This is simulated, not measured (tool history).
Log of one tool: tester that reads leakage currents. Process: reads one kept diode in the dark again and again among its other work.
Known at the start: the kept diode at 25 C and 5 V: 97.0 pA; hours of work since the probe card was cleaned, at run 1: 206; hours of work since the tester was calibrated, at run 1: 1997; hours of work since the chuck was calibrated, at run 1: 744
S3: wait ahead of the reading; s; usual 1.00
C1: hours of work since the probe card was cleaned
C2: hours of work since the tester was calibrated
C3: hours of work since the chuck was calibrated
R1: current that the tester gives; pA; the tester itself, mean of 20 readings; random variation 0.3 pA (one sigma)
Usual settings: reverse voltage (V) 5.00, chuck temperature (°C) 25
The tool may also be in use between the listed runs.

Run 1, hour 0.0: usual settings; C1 206; C2 1997; C3 744. Result: R1 103.37 pA.
Run 2, hour 138.2: usual settings; C1 297; C2 2088; C3 835. Result: R1 104.47 pA.
Run 3, hour 261.7: usual settings; C1 378; C2 2169; C3 916. Result: R1 105.42 pA.
Run 4, hour 421.6: usual settings; C1 483; C2 2274; C3 1021. Result: R1 105.66 pA.
Run 5, hour 505.6: usual settings; C1 539; C2 2330; C3 1077. Result: R1 107.13 pA.
Run 6, hour 686.0: usual settings; C1 657; C2 2448; C3 1195. Result: R1 107.94 pA.
Run 7, hour 842.0: usual settings but chuck temperature (°C) 29; C1 760; C2 2551; C3 1298. Result: R1 150.18 pA.
Run 8, hour 971.3: usual settings but chuck temperature (°C) 29; C1 845; C2 2636; C3 1383. Result: R1 150.88 pA.
Run 9, hour 1136.8: usual settings but chuck temperature (°C) 29; C1 954; C2 2745; C3 1492. Result: R1 151.82 pA.
Run 10, hour 1255.5: usual settings; C1 1032; C2 2823; C3 1570. Result: R1 111.63 pA.
Run 11, hour 1355.7: usual settings; C1 1098; C2 2889; C3 1636. Result: R1 111.65 pA.
Run 12, hour 1504.5: usual settings but chuck temperature (°C) 33; C1 1196; C2 2987; C3 1734. Result: R1 212.27 pA.
Run 13, hour 1600.2: usual settings; C1 1259; C2 3050; C3 1797. Result: R1 113.57 pA.
Run 14, hour 1722.4: usual settings; C1 1340; C2 3131; C3 1878. Result: R1 114.41 pA.
Run 15, hour 1852.7: usual settings; C1 1425; C2 3216; C3 1963. Result: R1 115.13 pA.
Run 16, hour 1968.8: usual settings but reverse voltage (V) 1.48; C1 1502; C2 3293; C3 2040. Result: R1 56.78 pA.
Run 17, hour 2087.2: usual settings; C1 1580; C2 3371; C3 2118. Result: R1 116.77 pA.
Run 18, hour 2256.2: usual settings; C1 1691; C2 3482; C3 2229. Result: R1 117.76 pA.
At hour 2354.9: chuck's temperature calibrated.
Run 19, hour 2444.0: usual settings but reverse voltage (V) 2.12, chuck temperature (°C) 47, S3 0.59 s; C1 1813; C2 3604; C3 59. Result: R1 324.59 pA.
Run 20, hour 2585.7: usual settings but reverse voltage (V) 10.28, S3 0.96 s; C1 1907; C2 3698; C3 152. Result: R1 153.91 pA.
Run 21, hour 2753.8: usual settings but reverse voltage (V) 10.28, S3 0.96 s; C1 2017; C2 3808; C3 263. Result: R1 155.45 pA.
At hour 2770.2: probe card cleaned and baked.
Run 22, hour 2852.2: usual settings but reverse voltage (V) 10.28, chuck temperature (°C) 52, S3 1.22 s; C1 54; C2 3871; C3 325. Result: R1 1187.86 pA.
Run 23, hour 3017.2: usual settings but reverse voltage (V) 10.28, chuck temperature (°C) 52, S3 1.22 s; C1 163; C2 3980; C3 434. Result: R1 1190.41 pA.
Run 24, hour 3139.5: usual settings but reverse voltage (V) 1.35, chuck temperature (°C) 22, S3 6.89 s; C1 243; C2 4060; C3 515. Result: R1 37.70 pA.
Run 25, hour 3293.7: usual settings but reverse voltage (V) 1.35, chuck temperature (°C) 22, S3 6.89 s; C1 345; C2 4162; C3 616. Result: R1 38.05 pA.
Run 26, hour 3448.4: usual settings; C1 446; C2 4264; C3 718. Result: R1 105.75 pA.
Run 27, hour 3611.4: usual settings but reverse voltage (V) 1.06, chuck temperature (°C) 23, S3 0.63 s; C1 554; C2 4371; C3 825. Result: R1 36.73 pA.
Run 28, hour 3779.6: usual settings but reverse voltage (V) 3.40, chuck temperature (°C) 23, S3 9.22 s; C1 664; C2 4482; C3 936. Result: R1 72.46 pA.
At hour 3824.6: probe card cleaned and baked, once more.
Run 29, hour 3859.8: usual settings but reverse voltage (V) 1.06, chuck temperature (°C) 58, S3 0.77 s; C1 23; C2 4532; C3 987. Result: R1 496.28 pA.
Run 30, hour 3957.6: usual settings but chuck temperature (°C) 39, S3 7.87 s; C1 87; C2 4597; C3 1051. Result: R1 319.32 pA.
Run 31, hour 4137.1: usual settings but reverse voltage (V) 1.05, chuck temperature (°C) 28, S3 5.62 s; C1 206; C2 4715; C3 1169. Result: R1 55.57 pA.
Run 32, hour 4247.4: usual settings but reverse voltage (V) 1.05, chuck temperature (°C) 28, S3 5.62 s; C1 278; C2 4787; C3 1242. Result: R1 55.73 pA.
Run 33, hour 4416.5: usual settings but reverse voltage (V) 4.05, chuck temperature (°C) 26, S3 0.79 s; C1 390; C2 4899; C3 1353. Result: R1 105.20 pA.

Hidden state or all else? Some run-to-run changes of R1, split into what the settings, what came in and random variation would give without the hidden state, and what is left for the hidden state (with any gauge scatter that isn't in both results):
The hidden state here: stray current of the dirty probe card, pA a volt; current scale over the true one, %; true chuck temperature over the reading, C; drift of the gauge itself on leakage_pa, %.
Run 21 -> 22: chuck temperature (°C) 25 -> 52, S3 0.96 -> 1.22, probe card cleaned and baked. R1 +1032.41 pA: hidden state +31.96, all else +1000.45.
Run 23 -> 24: reverse voltage (V) 10.28 -> 1.35, chuck temperature (°C) 52 -> 22, S3 1.22 -> 6.89. R1 -1152.71 pA: hidden state -44.44, all else -1108.27.
Run 28 -> 29: reverse voltage (V) 3.40 -> 1.06, chuck temperature (°C) 23 -> 58, S3 9.22 -> 0.77, probe card cleaned and baked, once more. R1 +423.82 pA: hidden state +27.77, all else +396.05.
